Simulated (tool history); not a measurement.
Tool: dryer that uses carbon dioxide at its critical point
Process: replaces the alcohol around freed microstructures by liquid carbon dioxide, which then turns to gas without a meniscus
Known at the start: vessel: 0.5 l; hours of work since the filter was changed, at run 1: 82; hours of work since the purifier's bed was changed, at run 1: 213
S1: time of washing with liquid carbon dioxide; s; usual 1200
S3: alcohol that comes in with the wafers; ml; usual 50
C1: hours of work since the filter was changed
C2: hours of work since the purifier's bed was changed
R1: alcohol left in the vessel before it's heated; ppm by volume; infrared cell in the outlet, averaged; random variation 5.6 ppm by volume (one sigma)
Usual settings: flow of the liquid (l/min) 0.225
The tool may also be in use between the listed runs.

run 1 hour=0.0 | S1=1200 flow_of_the_liquid_(l/min)=0.225 S3=50 | C1=82 C2=213 | R1=274
run 2 hour=10.6 | S1=1200 flow_of_the_liquid_(l/min)=0.225 S3=50 | C1=89 C2=220 | R1=275
run 3 hour=20.8 | S1=1200 flow_of_the_liquid_(l/min)=0.225 S3=52 | C1=96 C2=227 | R1=296
run 4 hour=32.1 | S1=1200 flow_of_the_liquid_(l/min)=0.225 S3=50 | C1=104 C2=235 | R1=300
run 5 hour=42.5 | S1=1200 flow_of_the_liquid_(l/min)=0.225 S3=50 | C1=111 C2=242 | R1=297
run 6 hour=51.2 | S1=1200 flow_of_the_liquid_(l/min)=0.225 S3=50 | C1=117 C2=248 | R1=312
run 7 hour=56.7 | S1=1200 flow_of_the_liquid_(l/min)=0.225 S3=50 | C1=121 C2=251 | R1=317
run 8 hour=64.3 | S1=1200 flow_of_the_liquid_(l/min)=0.319 S3=50 | C1=126 C2=257 | R1=62
run 9 hour=69.2 | S1=1200 flow_of_the_liquid_(l/min)=0.319 S3=50 | C1=129 C2=260 | R1=67
run 10 hour=76.9 | S1=1440 flow_of_the_liquid_(l/min)=0.225 S3=50 | C1=134 C2=265 | R1=125
run 11 hour=84.8 | S1=1200 flow_of_the_liquid_(l/min)=0.295 S3=50 | C1=140 C2=271 | R1=82
run 12 hour=90.6 | S1=1200 flow_of_the_liquid_(l/min)=0.225 S3=50 | C1=144 C2=274 | R1=330
run 13 hour=99.7 | S1=1200 flow_of_the_liquid_(l/min)=0.225 S3=50 | C1=150 C2=281 | R1=343
run 14 hour=109.6 | S1=1200 flow_of_the_liquid_(l/min)=0.225 S3=50 | C1=156 C2=287 | R1=347
run 15 hour=117.5 | S1=1200 flow_of_the_liquid_(l/min)=0.225 S3=50 | C1=162 C2=293 | R1=370
run 16 hour=123.6 | S1=720 flow_of_the_liquid_(l/min)=0.225 S3=50 | C1=166 C2=297 | R1=3217
run 17 hour=131.6 | S1=720 flow_of_the_liquid_(l/min)=0.225 S3=50 | C1=171 C2=302 | R1=3356
run 18 hour=142.7 | S1=720 flow_of_the_liquid_(l/min)=0.225 S3=29 | C1=179 C2=310 | R1=2030
run 19 hour=153.6 | S1=1200 flow_of_the_liquid_(l/min)=0.225 S3=38 | C1=186 C2=317 | R1=321
run 20 hour=161.2 | S1=1200 flow_of_the_liquid_(l/min)=0.225 S3=38 | C1=191 C2=322 | R1=310
run 21 hour=168.6 | S1=1200 flow_of_the_liquid_(l/min)=0.225 S3=38 | C1=196 C2=327 | R1=327
run 22 hour=174.3 | S1=1200 flow_of_the_liquid_(l/min)=0.225 S3=38 | C1=200 C2=331 | R1=328
run 23 hour=179.3 | S1=1200 flow_of_the_liquid_(l/min)=0.225 S3=38 | C1=204 C2=335 | R1=340
run 24 hour=189.4 | S1=1020 flow_of_the_liquid_(l/min)=0.233 S3=58 | C1=211 C2=341 | R1=908
run 25 hour=194.9 | S1=1320 flow_of_the_liquid_(l/min)=0.148 S3=107 | C1=214 C2=345 | R1=4094
run 26 hour=200.4 | S1=1200 flow_of_the_liquid_(l/min)=0.212 S3=40 | C1=218 C2=349 | R1=487
run 27 hour=209.2 | S1=1800 flow_of_the_liquid_(l/min)=0.286 S3=40 | C1=224 C2=355 | R1=53
run 28 hour=219.8 | S1=1560 flow_of_the_liquid_(l/min)=0.225 S3=50 | C1=231 C2=362 | R1=128
-- hour=223.7 inlet filter changed
run 29 hour=229.2 | S1=780 flow_of_the_liquid_(l/min)=0.247 S3=50 | C1=4 C2=368 | R1=1109
run 30 hour=238.0 | S1=780 flow_of_the_liquid_(l/min)=0.247 S3=50 | C1=10 C2=374 | R1=1158
run 31 hour=249.3 | S1=780 flow_of_the_liquid_(l/min)=0.247 S3=50 | C1=17 C2=381 | R1=1143
run 32 hour=254.5 | S1=780 flow_of_the_liquid_(l/min)=0.247 S3=50 | C1=21 C2=385 | R1=1169
run 33 hour=265.7 | S1=1200 flow_of_the_liquid_(l/min)=0.151 S3=55 | C1=28 C2=392 | R1=1805
run 34 hour=272.8 | S1=1200 flow_of_the_liquid_(l/min)=0.151 S3=55 | C1=33 C2=397 | R1=1803
run 35 hour=281.7 | S1=780 flow_of_the_liquid_(l/min)=0.161 S3=90 | C1=39 C2=403 | R1=10444
run 36 hour=286.7 | S1=720 flow_of_the_liquid_(l/min)=0.300 S3=50 | C1=43 C2=407 | R1=726
run 37 hour=293.3 | S1=720 flow_of_the_liquid_(l/min)=0.181 S3=50 | C1=47 C2=411 | R1=5218
run 38 hour=302.1 | S1=1020 flow_of_the_liquid_(l/min)=0.319 S3=100 | C1=53 C2=417 | R1=171
run 39 hour=310.5 | S1=1020 flow_of_the_liquid_(l/min)=0.319 S3=100 | C1=59 C2=423 | R1=177
run 40 hour=318.1 | S1=1380 flow_of_the_liquid_(l/min)=0.214 S3=50 | C1=64 C2=428 | R1=194
run 41 hour=325.6 | S1=1380 flow_of_the_liquid_(l/min)=0.214 S3=50 | C1=69 C2=433 | R1=203
run 42 hour=333.8 | S1=1560 flow_of_the_liquid_(l/min)=0.323 S3=94 | C1=75 C2=439 | R1=47
run 43 hour=341.7 | S1=720 flow_of_the_liquid_(l/min)=0.225 S3=54 | C1=80 C2=444 | R1=2944
run 44 hour=350.9 | S1=720 flow_of_the_liquid_(l/min)=0.225 S3=54 | C1=86 C2=450 | R1=2965
run 45 hour=360.0 | S1=1320 flow_of_the_liquid_(l/min)=0.225 S3=50 | C1=92 C2=456 | R1=198
run 46 hour=366.3 | S1=1140 flow_of_the_liquid_(l/min)=0.147 S3=78 | C1=97 C2=461 | R1=4038

Hidden state at the last listed run before each entry between runs and at the first one after, where it differs:
Between runs 28 and 29: inlet filter changed (hour 223.7)
  flow that reaches the vessel past the clogged filter, %: 86.1 -> 99.3; alcohol in the recycled carbon dioxide, ppm: 53.4 -> 54.2
  measured less the result without the state, R1: +104 -> +82 ppm by volume
